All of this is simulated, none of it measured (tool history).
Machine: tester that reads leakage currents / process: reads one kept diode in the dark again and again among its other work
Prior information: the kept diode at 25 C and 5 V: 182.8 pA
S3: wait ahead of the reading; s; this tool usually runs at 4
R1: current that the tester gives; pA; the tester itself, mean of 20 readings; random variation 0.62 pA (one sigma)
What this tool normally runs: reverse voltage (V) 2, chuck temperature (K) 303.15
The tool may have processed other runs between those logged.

run 1 hour=0 | reverse_voltage_(V)=2 chuck_temperature_(K)=303.15 S3=4 | R1=228.49
run 2 hour=26.4 | reverse_voltage_(V)=2 chuck_temperature_(K)=303.15 S3=4 | R1=230.46
run 3 hour=56 | reverse_voltage_(V)=2 chuck_temperature_(K)=303.15 S3=4 | R1=229.83
run 4 hour=71.3 | reverse_voltage_(V)=2 chuck_temperature_(K)=303.15 S3=4 | R1=230.15
run 5 hour=96.6 | reverse_voltage_(V)=2 chuck_temperature_(K)=303.15 S3=4 | R1=231.4
run 6 hour=119.6 | reverse_voltage_(V)=2 chuck_temperature_(K)=303.15 S3=4 | R1=231.48
run 7 hour=135.1 | reverse_voltage_(V)=2 chuck_temperature_(K)=303.15 S3=4 | R1=232.77
run 8 hour=151.5 | reverse_voltage_(V)=2 chuck_temperature_(K)=303.15 S3=4 | R1=231.53
run 9 hour=166.1 | reverse_voltage_(V)=2 chuck_temperature_(K)=303.15 S3=4 | R1=231.23
run 10 hour=200.7 | reverse_voltage_(V)=2 chuck_temperature_(K)=303.15 S3=4 | R1=232.46
run 11 hour=225.4 | reverse_voltage_(V)=2 chuck_temperature_(K)=303.15 S3=4 | R1=232.97
run 12 hour=250 | reverse_voltage_(V)=2 chuck_temperature_(K)=303.15 S3=4 | R1=233.25
run 13 hour=268 | reverse_voltage_(V)=2 chuck_temperature_(K)=303.15 S3=4 | R1=233.84
run 14 hour=287.2 | reverse_voltage_(V)=7.85 chuck_temperature_(K)=303.15 S3=4 | R1=384.77
run 15 hour=304.7 | reverse_voltage_(V)=1.18 chuck_temperature_(K)=317.15 S3=4 | R1=589.01
run 16 hour=319.4 | reverse_voltage_(V)=15.45 chuck_temperature_(K)=308.15 S3=4.33 | R1=733.13
run 17 hour=342.9 | reverse_voltage_(V)=15.45 chuck_temperature_(K)=308.15 S3=4.33 | R1=735.66
run 18 hour=363.7 | reverse_voltage_(V)=4.03 chuck_temperature_(K)=320.15 S3=4.15 | R1=1142.12
run 19 hour=384.4 | reverse_voltage_(V)=2 chuck_temperature_(K)=303.15 S3=3.37 | R1=235.13
-- hour=389.5 chuck's temperature calibrated
run 20 hour=407.8 | reverse_voltage_(V)=1.33 chuck_temperature_(K)=296.15 S3=4 | R1=121.09
run 21 hour=437.5 | reverse_voltage_(V)=1.33 chuck_temperature_(K)=296.15 S3=4 | R1=120.77
run 22 hour=463.8 | reverse_voltage_(V)=1.36 chuck_temperature_(K)=318.15 S3=2.92 | R1=711.04
run 23 hour=480.5 | reverse_voltage_(V)=1.45 chuck_temperature_(K)=294.15 S3=0.56 | R1=106.01
-- hour=487.5 chuck's temperature calibrated, once more
run 24 hour=500.6 | reverse_voltage_(V)=2 chuck_temperature_(K)=303.15 S3=0.5 | R1=207.14
run 25 hour=535 | reverse_voltage_(V)=2.6 chuck_temperature_(K)=303.15 S3=0.64 | R1=228.75
run 26 hour=562.8 | reverse_voltage_(V)=2.6 chuck_temperature_(K)=303.15 S3=0.64 | R1=228.17
run 27 hour=596.7 | reverse_voltage_(V)=2.6 chuck_temperature_(K)=303.15 S3=0.64 | R1=228.9
run 28 hour=631.4 | reverse_voltage_(V)=2 chuck_temperature_(K)=301.15 S3=4 | R1=175.21

4 options for the next run, each taken on its own from the tool as it stands now. Forecast them:
run A hour=656.2 | reverse_voltage_(V)=12 chuck_temperature_(K)=303.15 S3=1.17 | R1=?
run B hour=656.2 | reverse_voltage_(V)=8.38 chuck_temperature_(K)=301.15 S3=4 | R1=?
run C hour=656.2 | reverse_voltage_(V)=2 chuck_temperature_(K)=306.15 S3=4 | R1=?
run D hour=656.2 | reverse_voltage_(V)=6.44 chuck_temperature_(K)=298.15 S3=5.42 | R1=?

run=A R1=408.41
run=B R1=300.91
run=C R1=266.73
run=D R1=213.52
The same runs, with their run-to-run variation unchanged, on a tool lacking any hidden condition would have given:
run=A R1=382.85
run=B R1=283.22
run=C R1=264.06
run=D R1=199.78

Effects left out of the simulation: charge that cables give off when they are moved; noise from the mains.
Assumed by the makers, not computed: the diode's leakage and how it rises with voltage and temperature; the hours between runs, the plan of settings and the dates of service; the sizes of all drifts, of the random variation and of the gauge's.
